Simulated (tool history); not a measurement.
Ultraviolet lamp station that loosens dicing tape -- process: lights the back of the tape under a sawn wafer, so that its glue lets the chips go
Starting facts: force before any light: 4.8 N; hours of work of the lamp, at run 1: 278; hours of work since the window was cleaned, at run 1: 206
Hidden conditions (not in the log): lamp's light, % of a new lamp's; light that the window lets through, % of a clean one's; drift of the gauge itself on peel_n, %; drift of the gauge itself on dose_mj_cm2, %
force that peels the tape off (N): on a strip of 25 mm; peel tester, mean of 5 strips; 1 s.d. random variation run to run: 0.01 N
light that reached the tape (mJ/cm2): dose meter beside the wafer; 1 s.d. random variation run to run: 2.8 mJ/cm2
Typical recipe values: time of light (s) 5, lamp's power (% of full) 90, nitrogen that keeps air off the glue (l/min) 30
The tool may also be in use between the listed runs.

| run | hour | time of light (s) | lamp's power (% of full) | nitrogen that keeps air off the glue (l/min) | hours of work of the lamp | hours of work since the window was cleaned | force that peels the tape off (N) | light that reached the tape (mJ/cm2) |
|---|---|---|---|---|---|---|---|---|
| 1 | 0.0 | 5 | 90 | 30 | 278 | 206 | 0.568 | 354 |
| 2 | 10.1 | 5 | 90 | 30 | 284 | 213 | 0.552 | 361 |
| 3 | 18.9 | 5 | 90 | 30 | 290 | 218 | 0.555 | 354 |
| 4 | 26.2 | 6 | 90 | 30 | 295 | 223 | 0.384 | 422 |
| 5 | 32.9 | 6 | 90 | 30 | 299 | 227 | 0.381 | 417 |
| 6 | 43.4 | 6 | 90 | 30 | 305 | 234 | 0.398 | 420 |
| 7 | 54.1 | 6 | 70 | 30 | 312 | 241 | 0.637 | 325 |
| 8 | 63.3 | 5 | 90 | 30 | 318 | 247 | 0.581 | 347 |
| 9 | 70.5 | 5 | 90 | 46 | 323 | 251 | 0.451 | 351 |
| 10 | 80.7 | 5 | 90 | 46 | 329 | 258 | 0.444 | 348 |
| 11 | 90.3 | 5 | 68 | 11 | 335 | 264 | 1.548 | 262 |
| 12 | 102.1 | 2 | 77 | 19 | 343 | 271 | 2.630 | 116 |
|  | 103.4 | window cleaned of glue's vapour |
| 13 | 110.8 | 9 | 75 | 30 | 348 | 5 | 0.271 | 496 |
| 14 | 116.2 | 9 | 75 | 30 | 352 | 8 | 0.276 | 500 |
| 15 | 122.2 | 9 | 75 | 30 | 355 | 12 | 0.279 | 497 |
| 16 | 133.1 | 6 | 90 | 30 | 362 | 19 | 0.447 | 396 |
| 17 | 141.6 | 5 | 63 | 13 | 368 | 24 | 1.757 | 226 |

Here are 5 independent what-if runs from the current tool condition. What would each one return?
| A | 147.7 | 5 | 80 | 13 | 372 | 28 | ? | ? |
| B | 147.7 | 5 | 90 | 30 | 372 | 28 | ? | ? |
| C | 147.7 | 8 | 63 | 12 | 372 | 28 | ? | ? |
| D | 147.7 | 2 | 65 | 40 | 372 | 28 | ? | ? |
| E | 147.7 | 5 | 90 | 55 | 372 | 28 | ? | ? |

| run | force that peels the tape off (N) | light that reached the tape (mJ/cm2) |
|---|---|---|
| A | 1.352 | 294 |
| B | 0.646 | 335 |
| C | 1.004 | 371 |
| D | 2.503 | 97 |
| E | 0.450 | 332 |
Without the tool's unlogged condition, the same runs would have read:
| run | force that peels the tape off (N) | light that reached the tape (mJ/cm2) |
|---|---|---|
| A | 1.043 | 354 |
| B | 0.450 | 404 |
| C | 0.739 | 446 |
| D | 2.191 | 116 |
| E | 0.303 | 400 |
